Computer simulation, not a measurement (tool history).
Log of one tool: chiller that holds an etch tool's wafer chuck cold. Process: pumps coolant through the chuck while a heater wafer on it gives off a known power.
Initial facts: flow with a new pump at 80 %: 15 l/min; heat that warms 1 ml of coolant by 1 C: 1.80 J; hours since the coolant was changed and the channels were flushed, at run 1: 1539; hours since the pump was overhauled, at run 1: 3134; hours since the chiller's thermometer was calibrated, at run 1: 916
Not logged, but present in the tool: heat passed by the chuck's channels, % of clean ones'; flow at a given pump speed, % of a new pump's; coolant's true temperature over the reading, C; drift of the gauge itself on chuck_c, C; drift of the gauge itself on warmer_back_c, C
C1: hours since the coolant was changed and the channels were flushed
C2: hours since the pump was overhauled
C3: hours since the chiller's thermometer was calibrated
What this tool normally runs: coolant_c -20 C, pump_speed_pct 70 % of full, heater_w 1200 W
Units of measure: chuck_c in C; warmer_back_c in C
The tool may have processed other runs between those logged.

run 1 hour=0.0 | coolant_c=-20 pump_speed_pct=70 heater_w=1200 | C1=1539 C2=3134 C3=916 | chuck_c=-9.3 warmer_back_c=3.048
run 2 hour=104.6 | coolant_c=-20 pump_speed_pct=70 heater_w=1200 | C1=1643 C2=3239 C3=1020 | chuck_c=-9.4 warmer_back_c=3.038
run 3 hour=171.2 | coolant_c=-20 pump_speed_pct=70 heater_w=1200 | C1=1710 C2=3306 C3=1087 | chuck_c=-9.6 warmer_back_c=3.024
run 4 hour=228.3 | coolant_c=-15 pump_speed_pct=70 heater_w=1200 | C1=1767 C2=3363 C3=1144 | chuck_c=-4.2 warmer_back_c=3.003
run 5 hour=319.6 | coolant_c=-20 pump_speed_pct=70 heater_w=1200 | C1=1858 C2=3454 C3=1235 | chuck_c=-9.3 warmer_back_c=3.005
run 6 hour=394.9 | coolant_c=-20 pump_speed_pct=70 heater_w=1200 | C1=1934 C2=3529 C3=1311 | chuck_c=-9.2 warmer_back_c=2.981
run 7 hour=489.3 | coolant_c=-20 pump_speed_pct=70 heater_w=650 | C1=2028 C2=3624 C3=1405 | chuck_c=-14.1 warmer_back_c=1.558
run 8 hour=541.6 | coolant_c=-20 pump_speed_pct=70 heater_w=1200 | C1=2080 C2=3676 C3=1457 | chuck_c=-9.4 warmer_back_c=2.960
run 9 hour=616.2 | coolant_c=-20 pump_speed_pct=70 heater_w=1055 | C1=2155 C2=3751 C3=1532 | chuck_c=-10.5 warmer_back_c=2.563
run 10 hour=691.8 | coolant_c=-20 pump_speed_pct=70 heater_w=1055 | C1=2231 C2=3826 C3=1608 | chuck_c=-10.7 warmer_back_c=2.548
run 11 hour=768.5 | coolant_c=-20 pump_speed_pct=70 heater_w=1055 | C1=2307 C2=3903 C3=1684 | chuck_c=-10.8 warmer_back_c=2.554
run 12 hour=824.1 | coolant_c=-20 pump_speed_pct=70 heater_w=1055 | C1=2363 C2=3958 C3=1740 | chuck_c=-10.4 warmer_back_c=2.541
run 13 hour=903.3 | coolant_c=-20 pump_speed_pct=70 heater_w=631 | C1=2442 C2=4038 C3=1819 | chuck_c=-14.5 warmer_back_c=1.449
run 14 hour=1005.3 | coolant_c=-20 pump_speed_pct=70 heater_w=1643 | C1=2544 C2=4140 C3=1921 | chuck_c=-5.3 warmer_back_c=3.983
run 15 hour=1053.0 | coolant_c=-20 pump_speed_pct=70 heater_w=1643 | C1=2592 C2=4187 C3=1969 | chuck_c=-5.4 warmer_back_c=4.002
run 16 hour=1129.9 | coolant_c=-20 pump_speed_pct=70 heater_w=680 | C1=2669 C2=4264 C3=2046 | chuck_c=-13.8 warmer_back_c=1.514
run 17 hour=1223.8 | coolant_c=-20 pump_speed_pct=70 heater_w=680 | C1=2763 C2=4358 C3=2140 | chuck_c=-13.9 warmer_back_c=1.529
-- hour=1272.5 chiller's thermometer calibrated
run 18 hour=1323.0 | coolant_c=-23 pump_speed_pct=79 heater_w=771 | C1=2861 C2=4456 C3=50 | chuck_c=-16.8 warmer_back_c=1.505
run 19 hour=1400.6 | coolant_c=-23 pump_speed_pct=79 heater_w=1161 | C1=2938 C2=4534 C3=128 | chuck_c=-13.5 warmer_back_c=2.373
run 20 hour=1502.4 | coolant_c=-23 pump_speed_pct=74 heater_w=1161 | C1=3040 C2=4636 C3=230 | chuck_c=-13.3 warmer_back_c=2.532
run 21 hour=1596.2 | coolant_c=-20 pump_speed_pct=64 heater_w=668 | C1=3134 C2=4730 C3=324 | chuck_c=-13.7 warmer_back_c=1.576
-- hour=1602.8 gauge calibrated
run 22 hour=1666.1 | coolant_c=-22 pump_speed_pct=70 heater_w=689 | C1=3204 C2=4799 C3=394 | chuck_c=-15.8 warmer_back_c=1.735
run 23 hour=1731.8 | coolant_c=-20 pump_speed_pct=80 heater_w=789 | C1=3270 C2=4865 C3=459 | chuck_c=-13.6 warmer_back_c=1.725
run 24 hour=1821.2 | coolant_c=-24 pump_speed_pct=89 heater_w=1612 | C1=3359 C2=4955 C3=549 | chuck_c=-12.1 warmer_back_c=3.175
run 25 hour=1879.1 | coolant_c=-20 pump_speed_pct=89 heater_w=1040 | C1=3417 C2=5012 C3=607 | chuck_c=-12.1 warmer_back_c=2.028
run 26 hour=1936.9 | coolant_c=-20 pump_speed_pct=89 heater_w=1040 | C1=3475 C2=5070 C3=664 | chuck_c=-12.2 warmer_back_c=2.014
run 27 hour=2033.2 | coolant_c=-12 pump_speed_pct=73 heater_w=1261 | C1=3571 C2=5167 C3=761 | chuck_c=-1.2 warmer_back_c=2.998
run 28 hour=2131.4 | coolant_c=-14 pump_speed_pct=90 heater_w=777 | C1=3669 C2=5265 C3=859 | chuck_c=-8.3 warmer_back_c=1.441
run 29 hour=2233.5 | coolant_c=-14 pump_speed_pct=90 heater_w=1109 | C1=3771 C2=5367 C3=961 | chuck_c=-5.9 warmer_back_c=2.069

Below, some changes in warmer_back_c between adjacent runs. For each, the amount present without the hidden state too (settings, incoming material, random variation) and the amount remaining for the hidden state with gauge scatter not shared by both compared results:
Run 13 -> 14: heater_w 631 -> 1643. warmer_back_c +2.534 C: hidden state -0.017, all else +2.551.
Run 15 -> 16: heater_w 1643 -> 680. warmer_back_c -2.488 C: hidden state -0.015, all else -2.473.
Run 17 -> 18: coolant_c -20 -> -23, pump_speed_pct 70 -> 79, heater_w 680 -> 771, chiller's thermometer calibrated. warmer_back_c -0.024 C: hidden state -0.019, all else -0.005.
Run 21 -> 22: coolant_c -20 -> -22, pump_speed_pct 64 -> 70, heater_w 668 -> 689, gauge calibrated. warmer_back_c +0.159 C: hidden state +0.276, all else -0.117.
